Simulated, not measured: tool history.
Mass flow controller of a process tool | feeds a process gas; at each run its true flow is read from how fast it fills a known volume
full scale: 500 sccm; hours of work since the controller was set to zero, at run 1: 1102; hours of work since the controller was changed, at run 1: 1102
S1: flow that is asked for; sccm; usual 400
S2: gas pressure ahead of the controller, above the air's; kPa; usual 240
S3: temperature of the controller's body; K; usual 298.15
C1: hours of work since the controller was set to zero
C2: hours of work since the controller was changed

Run 1, hour 0: usual settings; C1 1102; C2 1102. Result: true flow (%) 99.35.
Run 2, hour 108.1: usual settings; C1 1158; C2 1158. Result: true flow (%) 99.38.
Run 3, hour 189.6: usual settings but S2 193 kPa; C1 1200; C2 1200. Result: true flow (%) 99.69.
Run 4, hour 296.7: usual settings but S2 250 kPa; C1 1255; C2 1255. Result: true flow (%) 99.3.
Run 5, hour 407.5: usual settings but S2 250 kPa; C1 1312; C2 1312. Result: true flow (%) 99.38.
Run 6, hour 477.6: usual settings but S3 309.15 K; C1 1349; C2 1349. Result: true flow (%) 98.8.
Run 7, hour 553.5: usual settings but S1 284 sccm, S3 306.15 K; C1 1388; C2 1388. Result: true flow (%) 98.53.
Run 8, hour 603.7: usual settings but S1 51 sccm, S2 188 kPa, S3 304.15 K; C1 1414; C2 1414. Result: true flow (%) 98.18.
Run 9, hour 681.1: usual settings but S1 153 sccm, S2 149 kPa; C1 1454; C2 1454. Result: true flow (%) 99.12.
Run 10, hour 774: usual settings but S1 317 sccm, S2 190 kPa; C1 1502; C2 1502. Result: true flow (%) 99.48.
Run 11, hour 824.6: usual settings but S1 317 sccm, S2 190 kPa; C1 1528; C2 1528. Result: true flow (%) 99.45.
Run 12, hour 882.7: usual settings but S1 239 sccm, S2 186 kPa, S3 303.15 K; C1 1558; C2 1558. Result: true flow (%) 98.9.

5 ways to go on from here, each from the tool as it stands after run 12. What would each give?
Run A, hour 994.1: usual settings but S1 239 sccm, S2 230 kPa, S3 303.15 K; C1 1615; C2 1615. Result: true flow (%) ?.
Run B, hour 994.1: usual settings but S1 65 sccm, S2 257 kPa, S3 303.15 K; C1 1615; C2 1615. Result: true flow (%) ?.
Run C, hour 994.1: usual settings but S1 325 sccm, S2 174 kPa, S3 297.15 K; C1 1615; C2 1615. Result: true flow (%) ?.
Run D, hour 994.1: usual settings but S1 396 sccm, S2 186 kPa, S3 303.15 K; C1 1615; C2 1615. Result: true flow (%) ?.
Run E, hour 994.1: usual settings but S1 239 sccm, S2 186 kPa, S3 302.15 K; C1 1615; C2 1615. Result: true flow (%) ?.

run  true flow (%)
  A          98.59
  B          97.86
  C          99.57
  D          99.39
  E          98.98
Without the tool's hidden state the same runs would have given:
run  true flow (%)
  A           98.6
  B          97.88
  C          99.58
  D          99.39
  E          98.98
